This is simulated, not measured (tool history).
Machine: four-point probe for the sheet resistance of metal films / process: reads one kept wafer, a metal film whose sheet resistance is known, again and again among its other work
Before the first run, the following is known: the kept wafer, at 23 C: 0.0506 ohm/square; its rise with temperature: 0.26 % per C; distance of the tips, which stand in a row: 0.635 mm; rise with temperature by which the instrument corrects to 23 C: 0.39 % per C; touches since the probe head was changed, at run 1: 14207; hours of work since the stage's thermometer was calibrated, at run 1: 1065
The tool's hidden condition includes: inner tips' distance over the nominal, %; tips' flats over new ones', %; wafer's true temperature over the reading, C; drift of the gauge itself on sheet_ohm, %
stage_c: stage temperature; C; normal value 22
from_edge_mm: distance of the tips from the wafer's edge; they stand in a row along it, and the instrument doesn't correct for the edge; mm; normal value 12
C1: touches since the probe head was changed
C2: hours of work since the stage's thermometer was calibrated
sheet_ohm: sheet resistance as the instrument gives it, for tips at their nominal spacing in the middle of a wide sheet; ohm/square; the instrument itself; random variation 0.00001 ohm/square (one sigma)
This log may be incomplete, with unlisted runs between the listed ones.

{"run": 1, "day": 0.0, "stage_c": 22, "from_edge_mm": 12, "C1": 14207, "C2": 1065, "sheet_ohm": 0.050643}
{"run": 2, "day": 0.771, "stage_c": 22, "from_edge_mm": 12, "C1": 14921, "C2": 1077, "sheet_ohm": 0.050644}
{"run": 3, "day": 1.404, "stage_c": 26, "from_edge_mm": 12, "C1": 15508, "C2": 1087, "sheet_ohm": 0.050379}
{"run": 4, "day": 1.804, "stage_c": 22, "from_edge_mm": 12, "C1": 15879, "C2": 1094, "sheet_ohm": 0.050637}
{"run": 5, "day": 2.446, "stage_c": 22, "from_edge_mm": 12, "C1": 16476, "C2": 1104, "sheet_ohm": 0.050634}
{"run": 6, "day": 2.917, "stage_c": 31, "from_edge_mm": 12, "C1": 16912, "C2": 1112, "sheet_ohm": 0.050093}
{"run": 7, "day": 3.562, "stage_c": 26, "from_edge_mm": 12, "C1": 17512, "C2": 1122, "sheet_ohm": 0.05039}
{"run": 8, "day": 3.921, "stage_c": 26, "from_edge_mm": 12, "C1": 17842, "C2": 1128, "sheet_ohm": 0.050397}
{"run": 9, "day": 4.692, "stage_c": 21, "from_edge_mm": 12, "C1": 18557, "C2": 1140, "sheet_ohm": 0.050706}
{"run": 10, "day": 5.112, "stage_c": 31, "from_edge_mm": 12, "C1": 18947, "C2": 1147, "sheet_ohm": 0.050085}
{"run": 11, "day": 5.638, "stage_c": 22, "from_edge_mm": 12, "C1": 19433, "C2": 1155, "sheet_ohm": 0.050624}
{"run": 12, "day": 6.258, "stage_c": 22, "from_edge_mm": 12, "C1": 20010, "C2": 1165, "sheet_ohm": 0.050652}
{"run": 13, "day": 6.588, "stage_c": 22, "from_edge_mm": 22, "C1": 20314, "C2": 1171, "sheet_ohm": 0.050597}
{"run": 14, "day": 7.0, "stage_c": 22, "from_edge_mm": 25, "C1": 20699, "C2": 1177, "sheet_ohm": 0.050581}
{"run": 15, "day": 7.783, "stage_c": 22, "from_edge_mm": 25, "C1": 21423, "C2": 1190, "sheet_ohm": 0.050577}
{"run": 16, "day": 8.521, "stage_c": 22, "from_edge_mm": 25, "C1": 22109, "C2": 1202, "sheet_ohm": 0.050566}
{"run": 17, "day": 9.204, "stage_c": 22, "from_edge_mm": 25, "C1": 22741, "C2": 1213, "sheet_ohm": 0.050567}
{"run": 18, "day": 9.704, "stage_c": 21, "from_edge_mm": 12, "C1": 23204, "C2": 1221, "sheet_ohm": 0.050697}
{"day": 9.792, "done": "stage's thermometer calibrated"}
{"run": 19, "day": 10.108, "stage_c": 21, "from_edge_mm": 12, "C1": 23562, "C2": 5, "sheet_ohm": 0.050687}
{"run": 20, "day": 10.808, "stage_c": 21, "from_edge_mm": 12, "C1": 24210, "C2": 16, "sheet_ohm": 0.050659}
{"run": 21, "day": 11.171, "stage_c": 21, "from_edge_mm": 12, "C1": 24548, "C2": 22, "sheet_ohm": 0.050677}
{"day": 11.438, "done": "stage's thermometer calibrated, once more"}
{"run": 22, "day": 11.6, "stage_c": 24, "from_edge_mm": 12, "C1": 24923, "C2": 3, "sheet_ohm": 0.050525}
{"run": 23, "day": 12.229, "stage_c": 24, "from_edge_mm": 12, "C1": 25507, "C2": 13, "sheet_ohm": 0.050546}
{"run": 24, "day": 13.0, "stage_c": 22, "from_edge_mm": 5, "C1": 26222, "C2": 25, "sheet_ohm": 0.050998}
{"run": 25, "day": 13.471, "stage_c": 34, "from_edge_mm": 5, "C1": 26659, "C2": 33, "sheet_ohm": 0.050275}
{"run": 26, "day": 13.858, "stage_c": 25, "from_edge_mm": 8, "C1": 27021, "C2": 39, "sheet_ohm": 0.050569}
{"run": 27, "day": 14.658, "stage_c": 32, "from_edge_mm": 59, "C1": 27762, "C2": 52, "sheet_ohm": 0.049952}
{"run": 28, "day": 15.4, "stage_c": 20, "from_edge_mm": 4, "C1": 28449, "C2": 64, "sheet_ohm": 0.051381}
{"run": 29, "day": 15.896, "stage_c": 19, "from_edge_mm": 7, "C1": 28907, "C2": 72, "sheet_ohm": 0.051}
{"run": 30, "day": 16.371, "stage_c": 19, "from_edge_mm": 46, "C1": 29349, "C2": 79, "sheet_ohm": 0.050771}
{"run": 31, "day": 16.908, "stage_c": 28, "from_edge_mm": 46, "C1": 29846, "C2": 88, "sheet_ohm": 0.050214}
{"run": 32, "day": 17.467, "stage_c": 27, "from_edge_mm": 12, "C1": 30366, "C2": 97, "sheet_ohm": 0.050335}
{"run": 33, "day": 17.979, "stage_c": 27, "from_edge_mm": 12, "C1": 30838, "C2": 105, "sheet_ohm": 0.050319}
{"run": 34, "day": 18.371, "stage_c": 19, "from_edge_mm": 12, "C1": 31201, "C2": 111, "sheet_ohm": 0.050835}
{"run": 35, "day": 19.167, "stage_c": 30, "from_edge_mm": 8, "C1": 31943, "C2": 124, "sheet_ohm": 0.050252}
{"run": 36, "day": 19.571, "stage_c": 29, "from_edge_mm": 12, "C1": 32316, "C2": 131, "sheet_ohm": 0.05021}
{"run": 37, "day": 20.246, "stage_c": 20, "from_edge_mm": 17, "C1": 32940, "C2": 141, "sheet_ohm": 0.050736}
{"run": 38, "day": 21.05, "stage_c": 29, "from_edge_mm": 17, "C1": 33689, "C2": 154, "sheet_ohm": 0.050178}
{"run": 39, "day": 21.55, "stage_c": 19, "from_edge_mm": 5, "C1": 34152, "C2": 162, "sheet_ohm": 0.051185}
{"run": 40, "day": 22.046, "stage_c": 18, "from_edge_mm": 12, "C1": 34609, "C2": 170, "sheet_ohm": 0.050894}
{"run": 41, "day": 22.604, "stage_c": 33, "from_edge_mm": 4, "C1": 35130, "C2": 179, "sheet_ohm": 0.050569}
{"run": 42, "day": 23.271, "stage_c": 22, "from_edge_mm": 4, "C1": 35745, "C2": 190, "sheet_ohm": 0.051238}
{"run": 43, "day": 23.771, "stage_c": 27, "from_edge_mm": 5, "C1": 36210, "C2": 198, "sheet_ohm": 0.05066}
{"run": 44, "day": 24.242, "stage_c": 27, "from_edge_mm": 5, "C1": 36645, "C2": 205, "sheet_ohm": 0.050692}
{"run": 45, "day": 24.95, "stage_c": 21, "from_edge_mm": 66, "C1": 37305, "C2": 217, "sheet_ohm": 0.050618}

Below are 3 alternative next runs, each starting from the tool's condition after run 45. Predict each:
{"run": "A", "day": 25.633, "stage_c": 27, "from_edge_mm": 12, "C1": 37939, "C2": 228, "sheet_ohm": "?"}
{"run": "B", "day": 25.633, "stage_c": 22, "from_edge_mm": 56, "C1": 37939, "C2": 228, "sheet_ohm": "?"}
{"run": "C", "day": 25.633, "stage_c": 24, "from_edge_mm": 17, "C1": 37939, "C2": 228, "sheet_ohm": "?"}

run=A sheet_ohm=0.050332
run=B sheet_ohm=0.050557
run=C sheet_ohm=0.050476
With no hidden state in the tool, these same runs would have given:
run=A sheet_ohm=0.050441
run=B sheet_ohm=0.050665
run=C sheet_ohm=0.050584
